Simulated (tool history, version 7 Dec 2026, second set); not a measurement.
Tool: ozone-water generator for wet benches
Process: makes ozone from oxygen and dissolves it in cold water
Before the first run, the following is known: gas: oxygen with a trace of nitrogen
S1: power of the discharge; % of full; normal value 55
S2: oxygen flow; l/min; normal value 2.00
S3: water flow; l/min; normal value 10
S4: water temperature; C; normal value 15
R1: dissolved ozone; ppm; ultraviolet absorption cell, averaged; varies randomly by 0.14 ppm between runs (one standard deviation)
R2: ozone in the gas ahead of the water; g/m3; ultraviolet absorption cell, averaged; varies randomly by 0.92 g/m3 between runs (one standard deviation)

| run | hour | S1 | S2 | S3 | S4 | R1 | R2 |
|---|---|---|---|---|---|---|---|
| 1 | 0.0 | 55 | 2.00 | 10 | 15 | 16.6 | 155.6 |
| 2 | 41.7 | 55 | 2.00 | 10 | 15 | 16.6 | 155.1 |
| 3 | 93.6 | 55 | 2.00 | 10 | 15 | 16.5 | 154.5 |
| 4 | 149.4 | 55 | 2.00 | 10 | 15 | 16.8 | 153.9 |
| 5 | 185.2 | 55 | 2.00 | 6 | 15 | 24.5 | 155.5 |
| 6 | 210.1 | 55 | 2.00 | 6 | 15 | 24.8 | 153.0 |
| 7 | 248.6 | 55 | 2.00 | 10 | 15 | 16.8 | 154.2 |
| 8 | 290.2 | 55 | 2.00 | 10 | 15 | 16.5 | 153.8 |
| 9 | 319.2 | 55 | 2.00 | 7 | 15 | 22.5 | 154.6 |
| 10 | 372.9 | 55 | 2.00 | 7 | 15 | 22.4 | 154.3 |
| 11 | 410.9 | 55 | 2.00 | 7 | 15 | 22.3 | 153.1 |
| 12 | 459.0 | 55 | 2.00 | 7 | 15 | 22.4 | 154.5 |
| 13 | 494.0 | 55 | 2.00 | 7 | 15 | 22.4 | 155.2 |
| 14 | 553.3 | 55 | 2.23 | 10 | 15 | 16.7 | 143.8 |
| 15 | 601.6 | 69 | 3.47 | 14 | 12 | 15.1 | 132.0 |
| 16 | 651.0 | 69 | 3.47 | 14 | 12 | 15.3 | 131.7 |
| 17 | 687.1 | 69 | 3.47 | 14 | 11 | 15.5 | 131.1 |
| 18 | 747.2 | 69 | 3.47 | 14 | 11 | 15.4 | 132.3 |

Forecast run 19:
| 19 | 800.3 | 69 | 3.47 | 14 | 11 | ? | ? |

R1: 15.8 ppm
R2: 130.1 g/m3
Had the tool carried no hidden state, the very same run would have given R1 15.8 ppm, R2 130.1 g/m3.
